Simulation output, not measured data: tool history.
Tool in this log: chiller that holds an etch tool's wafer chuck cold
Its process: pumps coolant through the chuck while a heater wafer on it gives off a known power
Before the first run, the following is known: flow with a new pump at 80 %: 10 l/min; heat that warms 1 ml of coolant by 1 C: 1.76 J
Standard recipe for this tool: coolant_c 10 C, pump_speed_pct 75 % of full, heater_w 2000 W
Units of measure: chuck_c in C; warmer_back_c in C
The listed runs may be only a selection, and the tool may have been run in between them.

Run 1, hour 0: usual settings. Result: chuck_c 24.7 C, warmer_back_c 7.52 C.
Run 2, hour 20.5: usual settings. Result: chuck_c 24.6 C, warmer_back_c 7.51 C.
Run 3, hour 38.8: usual settings. Result: chuck_c 24.9 C, warmer_back_c 7.38 C.
Run 4, hour 52.6: usual settings. Result: chuck_c 24.9 C, warmer_back_c 7.5 C.
Run 5, hour 76.6: usual settings. Result: chuck_c 24.7 C, warmer_back_c 7.53 C.
Run 6, hour 101.4: usual settings. Result: chuck_c 24.7 C, warmer_back_c 7.5 C.
Run 7, hour 133.8: usual settings. Result: chuck_c 24.9 C, warmer_back_c 7.52 C.
Run 8, hour 156.7: usual settings. Result: chuck_c 24.9 C, warmer_back_c 7.43 C.
Run 9, hour 170.8: usual settings. Result: chuck_c 24.9 C, warmer_back_c 7.53 C.
Run 10, hour 187.5: usual settings. Result: chuck_c 25 C, warmer_back_c 7.48 C.
Run 11, hour 214.7: usual settings but heater_w 1222 W. Result: chuck_c 19.1 C, warmer_back_c 4.58 C.
Run 12, hour 240.6: usual settings but heater_w 1855 W. Result: chuck_c 23.9 C, warmer_back_c 7.03 C.
Run 13, hour 255.6: usual settings but heater_w 1855 W. Result: chuck_c 23.8 C, warmer_back_c 6.94 C.
Run 14, hour 286.7: usual settings but coolant_c 11 C. Result: chuck_c 25.8 C, warmer_back_c 7.56 C.
Run 15, hour 303.9: usual settings but coolant_c 11 C. Result: chuck_c 25.7 C, warmer_back_c 7.53 C.
Run 16, hour 321.2: usual settings. Result: chuck_c 24.8 C, warmer_back_c 7.51 C.
Run 17, hour 349.6: usual settings but coolant_c 2 C, pump_speed_pct 88 % of full, heater_w 2859 W. Result: chuck_c 20.8 C, warmer_back_c 9.3 C.
Run 18, hour 376.4: usual settings but coolant_c 17 C, pump_speed_pct 67 % of full, heater_w 2859 W. Result: chuck_c 40.8 C, warmer_back_c 12.08 C.
Run 19, hour 395.5: usual settings but coolant_c 4 C, heater_w 1409 W. Result: chuck_c 14.8 C, warmer_back_c 5.35 C.
Run 20, hour 426.8: usual settings but coolant_c 5 C, pump_speed_pct 90 % of full, heater_w 2248 W. Result: chuck_c 19.8 C, warmer_back_c 7.1 C.
Run 21, hour 443.4: usual settings but coolant_c 11 C, pump_speed_pct 99 % of full, heater_w 1622 W. Result: chuck_c 21 C, warmer_back_c 4.68 C.
Run 22, hour 459: usual settings but coolant_c 11 C, pump_speed_pct 99 % of full, heater_w 1622 W. Result: chuck_c 21 C, warmer_back_c 4.7 C.
Run 23, hour 477.4: usual settings but coolant_c 11 C, pump_speed_pct 68 % of full. Result: chuck_c 27.4 C, warmer_back_c 8.28 C.
Run 24, hour 508.5: usual settings but coolant_c 2 C, pump_speed_pct 80 % of full, heater_w 2930 W. Result: chuck_c 23.3 C, warmer_back_c 10.33 C.
Run 25, hour 531: usual settings but coolant_c 17 C, heater_w 1088 W. Result: chuck_c 25.4 C, warmer_back_c 4.15 C.
Run 26, hour 559.5: usual settings but coolant_c 17 C, heater_w 1088 W. Result: chuck_c 25.4 C, warmer_back_c 4.21 C.
Run 27, hour 590.1: usual settings but coolant_c 17 C, pump_speed_pct 62 % of full. Result: chuck_c 34.6 C, warmer_back_c 9.09 C.
Run 28, hour 606: usual settings but pump_speed_pct 62 % of full. Result: chuck_c 28 C, warmer_back_c 9.19 C.
Run 29, hour 634.6: usual settings but coolant_c 15 C, pump_speed_pct 84 % of full, heater_w 1809 W. Result: chuck_c 27.6 C, warmer_back_c 6.16 C.
Run 30, hour 649.8: usual settings but coolant_c 13 C, heater_w 1619 W. Result: chuck_c 25.6 C, warmer_back_c 6.15 C.
Run 31, hour 668: usual settings but coolant_c 13 C, heater_w 1619 W. Result: chuck_c 25.5 C, warmer_back_c 6.17 C.
Run 32, hour 685.1: usual settings but coolant_c 13 C, pump_speed_pct 95 % of full, heater_w 1351 W. Result: chuck_c 21.6 C, warmer_back_c 4.05 C.

Between the runs listed above, the log contained 2 entries, not reproduced here. Where in the sequence does each belong, and how does what the log doesn't record of the tool's condition differ from the listed run before to the listed run after?
Logged between run 13 and run 14: chiller's thermometer calibrated (hour 258)
  heat passed by the chuck's channels, % of clean ones': 95.1 -> 95; coolant's true temperature over the reading, C: -0.19 -> -0.33
  what was measured, less what the result would be without the hidden state, chuck_c: +0.7 -> +0.6 C; warmer_back_c: +0.25 -> +0.27 C
Logged between run 17 and run 18: chiller's thermometer calibrated, once more (hour 370)
  heat passed by the chuck's channels, % of clean ones': 94.8 -> 94.7; flow at a given pump speed, % of a new pump's: 96.2 -> 96.1; coolant's true temperature over the reading, C: -0.34 -> 0.05
  what was measured, less what the result would be without the hidden state, chuck_c: +1 -> +1.7 C; warmer_back_c: +0.35 -> +0.47 C

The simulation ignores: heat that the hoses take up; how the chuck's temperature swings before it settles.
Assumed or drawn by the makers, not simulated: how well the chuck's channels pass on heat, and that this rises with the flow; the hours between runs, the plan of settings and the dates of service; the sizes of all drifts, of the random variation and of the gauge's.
